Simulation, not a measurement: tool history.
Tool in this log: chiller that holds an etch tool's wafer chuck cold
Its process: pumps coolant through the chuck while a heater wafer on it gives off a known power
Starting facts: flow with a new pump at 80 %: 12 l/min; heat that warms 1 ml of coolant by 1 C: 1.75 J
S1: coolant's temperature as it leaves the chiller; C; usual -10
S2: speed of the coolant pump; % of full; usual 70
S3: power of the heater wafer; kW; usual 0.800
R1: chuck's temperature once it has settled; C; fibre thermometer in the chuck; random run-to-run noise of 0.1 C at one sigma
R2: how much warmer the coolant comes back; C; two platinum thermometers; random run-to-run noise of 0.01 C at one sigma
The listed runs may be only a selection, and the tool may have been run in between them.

run 1 day=0.000 | S1=-10 S2=70 S3=0.800 | R1=1.1 R2=2.68
run 2 day=1.612 | S1=-10 S2=70 S3=0.800 | R1=1.0 R2=2.66
run 3 day=2.679 | S1=-10 S2=70 S3=0.800 | R1=1.1 R2=2.67
run 4 day=3.858 | S1=-10 S2=70 S3=0.800 | R1=1.3 R2=2.66
run 5 day=5.588 | S1=-10 S2=99 S3=0.800 | R1=-1.2 R2=1.86
run 6 day=6.375 | S1=-10 S2=99 S3=0.800 | R1=-1.1 R2=1.88
run 7 day=7.821 | S1=-10 S2=99 S3=0.800 | R1=-1.2 R2=1.87
run 8 day=8.833 | S1=-10 S2=99 S3=0.800 | R1=-1.0 R2=1.89
run 9 day=10.042 | S1=-10 S2=99 S3=0.800 | R1=-1.1 R2=1.87
run 10 day=11.246 | S1=-10 S2=72 S3=0.800 | R1=0.9 R2=2.61
run 11 day=12.338 | S1=-10 S2=70 S3=0.800 | R1=1.2 R2=2.69
run 12 day=13.133 | S1=-10 S2=70 S3=0.604 | R1=-1.6 R2=2.04
run 13 day=14.229 | S1=-10 S2=70 S3=0.604 | R1=-1.4 R2=2.03
run 14 day=15.175 | S1=-10 S2=70 S3=0.604 | R1=-1.4 R2=2.04
run 15 day=16.008 | S1=-10 S2=70 S3=0.604 | R1=-1.5 R2=2.03
run 16 day=17.192 | S1=-10 S2=70 S3=0.831 | R1=1.6 R2=2.80
run 17 day=18.692 | S1=-16 S2=73 S3=0.938 | R1=-3.0 R2=3.01
run 18 day=20.450 | S1=-13 S2=63 S3=0.502 | R1=-5.4 R2=1.87
run 19 day=21.371 | S1=-10 S2=70 S3=0.855 | R1=2.2 R2=2.86
run 20 day=22.367 | S1=-18 S2=80 S3=0.987 | R1=-5.1 R2=2.92
run 21 day=23.571 | S1=-1 S2=71 S3=0.409 | R1=4.7 R2=1.34
run 22 day=24.750 | S1=-1 S2=71 S3=0.409 | R1=4.7 R2=1.36
run 23 day=25.779 | S1=0 S2=91 S3=1.052 | R1=12.5 R2=2.71
run 24 day=26.617 | S1=-10 S2=67 S3=0.546 | R1=-2.1 R2=1.93
run 25 day=27.992 | S1=-10 S2=67 S3=0.546 | R1=-2.0 R2=1.94
run 26 day=29.746 | S1=-10 S2=77 S3=0.800 | R1=0.7 R2=2.44
run 27 day=30.858 | S1=-4 S2=84 S3=0.827 | R1=6.4 R2=2.31
run 28 day=31.871 | S1=-4 S2=84 S3=0.827 | R1=6.5 R2=2.31
run 29 day=33.312 | S1=-10 S2=98 S3=0.800 | R1=-0.9 R2=1.90
run 30 day=34.821 | S1=-10 S2=98 S3=0.800 | R1=-0.8 R2=1.91
run 31 day=36.538 | S1=-1 S2=99 S3=1.150 | R1=12.2 R2=2.72
run 32 day=38.108 | S1=-1 S2=92 S3=1.158 | R1=13.0 R2=2.95

Some steps in R1, run to run, broken into two amounts with sign: the step expected even without the hidden condition (settings, incoming material, random variation), and the rest, left for the hidden condition together with whatever gauge scatter is not in both the measured and the hidden-condition-free result:
What the log doesn't record here: heat passed by the chuck's channels, % of clean ones'; flow at a given pump speed, % of a new pump's; coolant's true temperature over the reading, C; drift of the gauge itself on chuck_c, C; drift of the gauge itself on warmer_back_c, C.
Run 17 -> 18: S1 -16 -> -13, S2 73 -> 63, S3 0.938 -> 0.502. R1 -2.4 C: hidden state -0.8, all else -1.6.
Run 20 -> 21: S1 -18 -> -1, S2 80 -> 71, S3 0.987 -> 0.409. R1 +9.8 C: hidden state -1.0, all else +10.8.
Run 22 -> 23: S1 -1 -> 0, S2 71 -> 91, S3 0.409 -> 1.052. R1 +7.8 C: hidden state +0.9, all else +6.9.
Run 23 -> 24: S1 0 -> -10, S2 91 -> 67, S3 1.052 -> 0.546. R1 -14.6 C: hidden state -0.6, all else -14.0.
Run 30 -> 31: S1 -10 -> -1, S2 98 -> 99, S3 0.800 -> 1.150. R1 +13.0 C: hidden state +0.6, all else +12.4.
